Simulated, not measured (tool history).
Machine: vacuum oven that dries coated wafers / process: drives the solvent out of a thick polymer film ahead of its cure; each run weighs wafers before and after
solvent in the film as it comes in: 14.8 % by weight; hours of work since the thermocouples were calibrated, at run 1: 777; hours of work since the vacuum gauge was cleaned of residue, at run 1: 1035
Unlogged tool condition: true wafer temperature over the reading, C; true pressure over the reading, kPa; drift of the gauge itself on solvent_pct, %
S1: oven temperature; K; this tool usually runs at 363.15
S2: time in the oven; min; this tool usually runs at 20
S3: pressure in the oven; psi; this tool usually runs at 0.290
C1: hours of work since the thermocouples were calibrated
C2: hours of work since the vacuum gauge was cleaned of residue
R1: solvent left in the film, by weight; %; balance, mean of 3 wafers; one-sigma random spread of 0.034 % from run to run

run 1 hour=0.0 | S1=363.15 S2=20 S3=0.290 | C1=777 C2=1035 | R1=1.55
run 2 hour=20.6 | S1=363.15 S2=20 S3=0.290 | C1=793 C2=1051 | R1=1.59
run 3 hour=53.1 | S1=363.15 S2=20 S3=0.290 | C1=818 C2=1075 | R1=1.60
run 4 hour=71.6 | S1=363.15 S2=20 S3=0.290 | C1=831 C2=1089 | R1=1.61
-- hour=75.7 oven's thermocouples calibrated
run 5 hour=101.8 | S1=368.15 S2=20 S3=0.290 | C1=20 C2=1110 | R1=1.15
run 6 hour=118.3 | S1=363.15 S2=20 S3=0.290 | C1=32 C2=1123 | R1=1.56
run 7 hour=155.4 | S1=363.15 S2=20 S3=0.290 | C1=60 C2=1151 | R1=1.55
run 8 hour=184.5 | S1=363.15 S2=20 S3=0.290 | C1=82 C2=1173 | R1=1.57
run 9 hour=210.6 | S1=363.15 S2=20 S3=0.290 | C1=102 C2=1192 | R1=1.53
run 10 hour=233.8 | S1=363.15 S2=20 S3=0.290 | C1=119 C2=1210 | R1=1.62
run 11 hour=256.5 | S1=363.15 S2=20 S3=0.490 | C1=136 C2=1227 | R1=2.13
run 12 hour=291.6 | S1=363.15 S2=13 S3=0.290 | C1=163 C2=1254 | R1=2.70
run 13 hour=316.7 | S1=363.15 S2=20 S3=0.290 | C1=182 C2=1272 | R1=1.57
run 14 hour=347.5 | S1=363.15 S2=20 S3=0.290 | C1=205 C2=1296 | R1=1.55
run 15 hour=381.4 | S1=363.15 S2=20 S3=0.290 | C1=231 C2=1321 | R1=1.55
run 16 hour=419.2 | S1=363.15 S2=20 S3=0.290 | C1=259 C2=1350 | R1=1.59
run 17 hour=442.0 | S1=363.15 S2=20 S3=0.873 | C1=276 C2=1367 | R1=3.30
run 18 hour=457.9 | S1=363.15 S2=14 S3=0.873 | C1=288 C2=1379 | R1=4.11
run 19 hour=488.9 | S1=363.15 S2=20 S3=0.290 | C1=312 C2=1402 | R1=1.54
run 20 hour=505.6 | S1=363.15 S2=20 S3=0.290 | C1=324 C2=1415 | R1=1.55
run 21 hour=542.2 | S1=363.15 S2=20 S3=0.290 | C1=352 C2=1443 | R1=1.56
run 22 hour=558.4 | S1=375.15 S2=20 S3=0.290 | C1=364 C2=1455 | R1=0.67
run 23 hour=583.1 | S1=375.15 S2=20 S3=0.290 | C1=383 C2=1473 | R1=0.70
run 24 hour=618.2 | S1=363.15 S2=10 S3=0.290 | C1=409 C2=1500 | R1=3.53
run 25 hour=639.5 | S1=363.15 S2=10 S3=0.290 | C1=425 C2=1516 | R1=3.62
run 26 hour=665.1 | S1=365.15 S2=14 S3=0.693 | C1=445 C2=1535 | R1=3.17
run 27 hour=685.2 | S1=363.15 S2=13 S3=0.148 | C1=460 C2=1550 | R1=2.26
run 28 hour=716.4 | S1=363.15 S2=13 S3=0.148 | C1=483 C2=1574 | R1=2.34
run 29 hour=744.5 | S1=376.15 S2=32 S3=0.399 | C1=504 C2=1595 | R1=0.77
run 30 hour=765.8 | S1=356.15 S2=32 S3=0.399 | C1=521 C2=1611 | R1=2.00
run 31 hour=798.9 | S1=356.15 S2=32 S3=0.399 | C1=546 C2=1636 | R1=2.00
run 32 hour=822.9 | S1=356.15 S2=32 S3=0.399 | C1=564 C2=1654 | R1=2.03
run 33 hour=839.0 | S1=375.15 S2=31 S3=0.165 | C1=576 C2=1666 | R1=0.33
run 34 hour=873.7 | S1=375.15 S2=31 S3=0.165 | C1=602 C2=1693 | R1=0.36
run 35 hour=904.9 | S1=375.15 S2=31 S3=0.165 | C1=625 C2=1716 | R1=0.33
run 36 hour=931.9 | S1=375.15 S2=31 S3=0.165 | C1=646 C2=1736 | R1=0.35
run 37 hour=960.5 | S1=377.15 S2=20 S3=0.258 | C1=667 C2=1758 | R1=0.53
run 38 hour=981.2 | S1=363.15 S2=14 S3=0.363 | C1=683 C2=1774 | R1=2.65
run 39 hour=998.1 | S1=349.15 S2=10 S3=0.261 | C1=696 C2=1786 | R1=6.52
run 40 hour=1023.0 | S1=352.15 S2=20 S3=0.476 | C1=714 C2=1805 | R1=4.09
run 41 hour=1054.1 | S1=361.15 S2=20 S3=0.290 | C1=738 C2=1829 | R1=1.74
run 42 hour=1074.1 | S1=361.15 S2=36 S3=0.571 | C1=753 C2=1844 | R1=1.99
run 43 hour=1091.0 | S1=359.15 S2=20 S3=0.290 | C1=766 C2=1856 | R1=2.05
run 44 hour=1124.4 | S1=359.15 S2=20 S3=0.290 | C1=791 C2=1882 | R1=2.02
run 45 hour=1140.7 | S1=363.15 S2=32 S3=0.367 | C1=803 C2=1894 | R1=1.30
run 46 hour=1158.1 | S1=354.15 S2=32 S3=0.367 | C1=816 C2=1907 | R1=2.13
-- hour=1181.1 oven's thermocouples calibrated
run 47 hour=1183.1 | S1=354.15 S2=32 S3=0.367 | C1=1 C2=1924 | R1=2.13

Forecast each of these 4 alternatives for the next run:
run A hour=1202.7 | S1=365.15 S2=20 S3=0.290 | C1=16 C2=1939 | R1=?
run B hour=1202.7 | S1=367.15 S2=20 S3=0.228 | C1=16 C2=1939 | R1=?
run C hour=1202.7 | S1=364.15 S2=13 S3=1.059 | C1=16 C2=1939 | R1=?
run D hour=1202.7 | S1=373.15 S2=32 S3=0.255 | C1=16 C2=1939 | R1=?

run=A R1=1.36
run=B R1=1.06
run=C R1=4.52
run=D R1=0.61
With the hidden condition removed and each run's random variation left untouched, the same runs would have given:
run=A R1=1.35
run=B R1=1.05
run=C R1=4.51
run=D R1=0.60

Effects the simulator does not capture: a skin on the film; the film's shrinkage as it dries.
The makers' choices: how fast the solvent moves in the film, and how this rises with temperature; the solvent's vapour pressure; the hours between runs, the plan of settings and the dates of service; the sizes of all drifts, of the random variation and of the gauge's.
